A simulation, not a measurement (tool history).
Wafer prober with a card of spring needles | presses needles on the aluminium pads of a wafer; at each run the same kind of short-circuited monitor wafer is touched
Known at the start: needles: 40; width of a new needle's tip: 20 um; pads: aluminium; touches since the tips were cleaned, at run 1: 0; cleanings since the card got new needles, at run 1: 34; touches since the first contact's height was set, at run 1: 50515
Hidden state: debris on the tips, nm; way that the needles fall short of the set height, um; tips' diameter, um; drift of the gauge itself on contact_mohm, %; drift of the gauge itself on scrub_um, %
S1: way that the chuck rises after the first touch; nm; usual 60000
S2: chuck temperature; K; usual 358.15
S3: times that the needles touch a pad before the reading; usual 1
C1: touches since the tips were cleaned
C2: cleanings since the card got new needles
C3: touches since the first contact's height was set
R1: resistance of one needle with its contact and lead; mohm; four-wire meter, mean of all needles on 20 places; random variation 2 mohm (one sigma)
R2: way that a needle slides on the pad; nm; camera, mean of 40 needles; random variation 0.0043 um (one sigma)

run,day,S1,S2,S3,C1,C2,C3,R1,R2
1,0.000,60000,358.15,1,0,34,50515,220,12145
2,0.775,60000,311.15,1,8042,34,58557,214,12147
# day 0.821: tips cleaned on abrasive film
# day 1.658: tips cleaned on abrasive film
3,1.658,60000,358.15,1,0,36,67647,223,12136
# day 2.054: height of the first contact set anew
4,2.138,60000,358.15,1,4858,36,859,227,12153
# day 2.558: tips cleaned on abrasive film
5,2.996,53000,358.15,1,4540,37,9742,225,10735
# day 3.446: tips cleaned on abrasive film
6,3.771,53000,358.15,1,3374,38,17765,223,10731
# day 4.292: tips cleaned on abrasive film
7,4.579,53000,358.15,1,2994,39,26106,225,10726
# day 5.121: tips cleaned on abrasive film
8,5.404,53000,358.15,1,2954,40,34649,224,10731
# day 5.958: tips cleaned on abrasive film
9,6.129,53000,358.15,1,1761,41,42140,227,10731
# day 6.804: tips cleaned on abrasive film
10,7.008,53000,358.15,1,2130,42,51245,225,10727
# day 7.646: tips cleaned on abrasive film
11,7.646,53000,358.15,1,0,43,57813,224,10730
12,8.175,60000,358.15,2,5491,43,63304,223,12147
# day 8.496: tips cleaned on abrasive film
# day 8.967: height of the first contact set anew
13,9.017,60000,358.15,2,5280,44,530,223,12143
# day 9.383: tips cleaned on abrasive film
14,9.646,60000,358.15,2,2724,45,7001,223,12151
# day 10.262: tips cleaned on abrasive film
15,10.329,60000,358.15,1,661,46,14069,221,12149
16,10.775,60000,358.15,1,5305,46,18713,228,12145
# day 11.129: tips cleaned on abrasive film
17,11.196,55000,358.15,3,708,47,23065,224,11138
18,11.625,55000,358.15,3,5138,47,27495,227,11135
# day 11.967: tips cleaned on abrasive film
19,12.112,59000,333.15,1,1534,48,32529,225,11944

Run 20 comes next. What will it give?
20,12.712,74000,358.15,1,7780,48,38775,?,?

{"run 20": {"R1": 224, "R2": 14983}}
Without the tool's hidden state the same run would have given R1 223 mohm, R2 14983 nm.

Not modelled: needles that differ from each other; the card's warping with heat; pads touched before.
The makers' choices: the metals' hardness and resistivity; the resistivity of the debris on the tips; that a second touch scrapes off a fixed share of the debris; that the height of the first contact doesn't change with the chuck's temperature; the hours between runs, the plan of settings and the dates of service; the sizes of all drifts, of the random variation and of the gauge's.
